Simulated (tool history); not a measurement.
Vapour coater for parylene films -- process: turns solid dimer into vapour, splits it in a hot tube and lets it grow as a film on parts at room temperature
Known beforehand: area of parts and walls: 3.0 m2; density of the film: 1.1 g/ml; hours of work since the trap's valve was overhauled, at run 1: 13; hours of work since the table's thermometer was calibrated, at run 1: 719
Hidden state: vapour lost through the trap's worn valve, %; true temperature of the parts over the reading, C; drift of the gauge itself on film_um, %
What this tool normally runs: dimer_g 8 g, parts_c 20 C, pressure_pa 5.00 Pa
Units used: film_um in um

run	hour	dimer_g	parts_c	pressure_pa	hours of work since the trap's valve was overhauled	hours of work since the table's thermometer was calibrated	film_um
1	0.0	8	20	5.00	13	719	1.381
2	45.2	6	20	5.00	34	739	1.019
3	93.3	8	20	5.00	55	761	1.349
4	142.6	8	20	5.00	78	784	1.354
5	181.0	8	20	5.00	95	801	1.361
6	225.6	8	21	5.00	116	821	1.306
7	279.7	13	20	5.00	140	846	2.191
8	337.2	13	20	5.00	167	872	2.186
9	375.6	13	20	5.00	184	890	2.186
10	422.3	13	20	5.00	205	911	2.168
11	453.7	8	18	5.00	220	925	1.416
12	487.0	8	18	5.00	235	941	1.419
13	532.1	8	20	5.00	255	961	1.332
14	569.6	8	22	5.00	272	978	1.255
15	623.7	7	30	5.00	297	1003	0.846
16	657.4	7	22	5.00	313	1018	1.080
17	713.0	7	22	5.00	338	1044	1.073
# hour 757.1: trap's valve overhauled
18	764.2	14	23	8.12	3	1065	1.998
19	818.1	7	20	3.44	28	1090	1.273
20	854.0	4	17	2.49	44	1106	0.864
21	896.0	4	17	2.49	63	1125	0.847
22	954.1	8	18	2.41	90	1152	1.673
23	987.1	4	30	2.41	105	1167	0.579
24	1027.6	4	21	3.33	123	1185	0.709
25	1060.7	4	12	3.18	138	1200	0.927
26	1107.7	5	15	4.71	160	1222	0.996
27	1145.0	4	22	10.89	177	1239	0.549

What if the next run were any one of these 3? Each begins from the tool's condition after run 27:
A	1199.1	10	21	6.38	201	1263	?
B	1199.1	6	20	2.38	201	1263	?
C	1199.1	4	30	2.67	201	1263	?

run	film_um
A	1.544
B	1.161
C	0.548
Without the tool's unlogged condition, the same runs would have read:
run	film_um
A	1.571
B	1.181
C	0.558
